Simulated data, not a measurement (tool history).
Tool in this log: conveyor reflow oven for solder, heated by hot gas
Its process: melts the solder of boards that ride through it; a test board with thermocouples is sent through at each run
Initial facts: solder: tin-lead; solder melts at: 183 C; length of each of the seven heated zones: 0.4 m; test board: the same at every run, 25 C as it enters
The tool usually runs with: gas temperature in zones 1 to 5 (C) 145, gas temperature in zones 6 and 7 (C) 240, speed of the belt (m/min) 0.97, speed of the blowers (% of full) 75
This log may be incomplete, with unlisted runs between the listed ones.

run	hour	gas temperature in zones 1 to 5 (C)	gas temperature in zones 6 and 7 (C)	speed of the belt (m/min)	speed of the blowers (% of full)	highest temperature of the board (C)	time above the solder's melting point (s)
1	0	145	240	0.97	75	222.4	41.6
2	27.8	145	240	0.97	75	221.9	40.2
3	45.9	145	240	0.97	75	222	41
4	76.4	145	240	0.97	75	222.3	41.2
5	106.8	158	240	0.97	75	224.5	45.8
6	139.7	136	240	0.97	75	219.9	38
7	156.9	136	240	0.97	75	220.4	38.2
8	185.3	145	240	1.075	75	218.6	35.2
9	200.3	145	240	1.075	75	218.7	34.9
10	215.6	145	229	1.075	75	209.6	29.9
11	236.8	145	229	1.075	75	209.6	30.9
12	250.6	145	229	1.075	75	209.7	30.1
13	283.5	145	229	1.075	75	209.3	30.1
# hour 313.4: flux residue cleaned out of gas plates and filters
14	320.3	145	229	1.075	75	208.4	29.7
15	346.5	145	240	0.97	75	220.9	40.1
16	374	145	235	0.97	75	217.2	38.3
17	391.6	145	235	0.97	75	217	38.5
18	424.5	150	245	0.857	83	231.8	52.3
19	442.2	134	240	0.98	75	218.6	35.8
20	463	134	240	0.98	75	218.1	35.8
21	483.2	145	231	0.97	75	213.3	37.2
# hour 494.7: flux residue cleaned out of gas plates and filters, once more
22	506.7	145	246	0.89	75	231	48.5
23	540	137	236	0.97	75	217.6	36.6
24	573.3	137	236	0.992	63	212.7	33.5
25	596.6	137	236	0.992	63	212.5	33.1
26	613.5	142	240	0.97	86	224.8	41.8
27	639.3	142	240	0.97	86	225.4	42.3
28	659.8	154	255	1.021	75	235.7	47.1
29	677.1	154	255	1.014	86	239	47.9
30	701.8	145	240	0.879	67	223.6	46
31	725.5	145	240	0.879	67	223.7	47

Below are 4 alternative next runs, each starting from the tool's condition after run 31. Predict each:
A	742.9	151	240	0.782	67	?	?
B	742.9	145	252	0.879	58	?	?
C	742.9	145	230	0.969	67	?	?
D	742.9	145	233	0.97	75	?	?

run	highest temperature of the board (C)	time above the solder's melting point (s)
A	228.2	56.8
B	230	49.7
C	212.1	35.4
D	217.2	39.3
Take away the tool's hidden state, keep each run's random variation, and the runs would have read:
run	highest temperature of the board (C)	time above the solder's melting point (s)
A	227.6	55.7
B	229.5	48.7
C	211.7	34.8
D	216.9	38.6

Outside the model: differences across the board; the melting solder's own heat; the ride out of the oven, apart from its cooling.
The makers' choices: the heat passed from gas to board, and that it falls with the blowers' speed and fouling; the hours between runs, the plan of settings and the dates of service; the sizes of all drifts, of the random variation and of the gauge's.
